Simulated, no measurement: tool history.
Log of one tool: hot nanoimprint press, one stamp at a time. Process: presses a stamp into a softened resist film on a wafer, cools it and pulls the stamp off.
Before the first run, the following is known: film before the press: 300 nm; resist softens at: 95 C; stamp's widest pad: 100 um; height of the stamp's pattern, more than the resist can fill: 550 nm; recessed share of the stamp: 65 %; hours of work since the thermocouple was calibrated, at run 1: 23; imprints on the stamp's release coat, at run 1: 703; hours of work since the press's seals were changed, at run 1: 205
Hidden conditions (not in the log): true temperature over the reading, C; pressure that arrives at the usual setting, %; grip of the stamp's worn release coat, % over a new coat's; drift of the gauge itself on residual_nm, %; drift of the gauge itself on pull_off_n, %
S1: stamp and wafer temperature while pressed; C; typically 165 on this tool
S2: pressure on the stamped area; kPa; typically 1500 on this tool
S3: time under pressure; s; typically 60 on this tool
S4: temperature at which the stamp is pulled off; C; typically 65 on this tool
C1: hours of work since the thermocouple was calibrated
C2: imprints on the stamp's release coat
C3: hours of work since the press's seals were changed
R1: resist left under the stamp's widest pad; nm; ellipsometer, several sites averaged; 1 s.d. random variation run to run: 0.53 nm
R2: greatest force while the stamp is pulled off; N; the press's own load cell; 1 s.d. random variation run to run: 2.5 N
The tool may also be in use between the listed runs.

{"run": 1, "hour": 0.0, "S1": 165, "S2": 1500, "S3": 60, "S4": 65, "C1": 23, "C2": 703, "C3": 205, "R1": 106.9, "R2": 127}
{"run": 2, "hour": 9.6, "S1": 165, "S2": 1500, "S3": 103, "S4": 65, "C1": 28, "C2": 738, "C3": 210, "R1": 85.2, "R2": 128}
{"run": 3, "hour": 28.7, "S1": 165, "S2": 1500, "S3": 103, "S4": 65, "C1": 37, "C2": 806, "C3": 219, "R1": 84.7, "R2": 136}
{"run": 4, "hour": 41.6, "S1": 165, "S2": 1290, "S3": 60, "S4": 65, "C1": 43, "C2": 853, "C3": 225, "R1": 115.0, "R2": 130}
{"run": 5, "hour": 56.9, "S1": 165, "S2": 1290, "S3": 60, "S4": 69, "C1": 50, "C2": 909, "C3": 233, "R1": 114.4, "R2": 123}
{"run": 6, "hour": 68.9, "S1": 165, "S2": 1290, "S3": 60, "S4": 69, "C1": 56, "C2": 952, "C3": 238, "R1": 115.3, "R2": 121}
{"run": 7, "hour": 84.8, "S1": 165, "S2": 1290, "S3": 60, "S4": 69, "C1": 64, "C2": 1009, "C3": 246, "R1": 114.6, "R2": 121}
{"run": 8, "hour": 97.4, "S1": 165, "S2": 1290, "S3": 60, "S4": 69, "C1": 70, "C2": 1055, "C3": 252, "R1": 115.3, "R2": 126}
{"run": 9, "hour": 108.3, "S1": 165, "S2": 1290, "S3": 60, "S4": 69, "C1": 75, "C2": 1094, "C3": 257, "R1": 114.6, "R2": 125}
{"run": 10, "hour": 120.9, "S1": 174, "S2": 1640, "S3": 60, "S4": 64, "C1": 81, "C2": 1139, "C3": 263, "R1": 74.9, "R2": 140}

Predict each of these 3 candidate next runs independently; none follows another, all start after run 10:
{"run": "A", "hour": 134.9, "S1": 174, "S2": 1640, "S3": 49, "S4": 64, "C1": 88, "C2": 1190, "C3": 270, "R1": "?", "R2": "?"}
{"run": "B", "hour": 134.9, "S1": 165, "S2": 1500, "S3": 100, "S4": 65, "C1": 88, "C2": 1190, "C3": 270, "R1": "?", "R2": "?"}
{"run": "C", "hour": 134.9, "S1": 165, "S2": 1330, "S3": 55, "S4": 73, "C1": 88, "C2": 1190, "C3": 270, "R1": "?", "R2": "?"}

run=A R1=82.2 R2=144
run=B R1=86.6 R2=136
run=C R1=118.2 R2=112
Without the tool's hidden state the same runs would have given:
run=A R1=80.6 R2=117
run=B R1=85.0 R2=110
run=C R1=116.1 R2=91
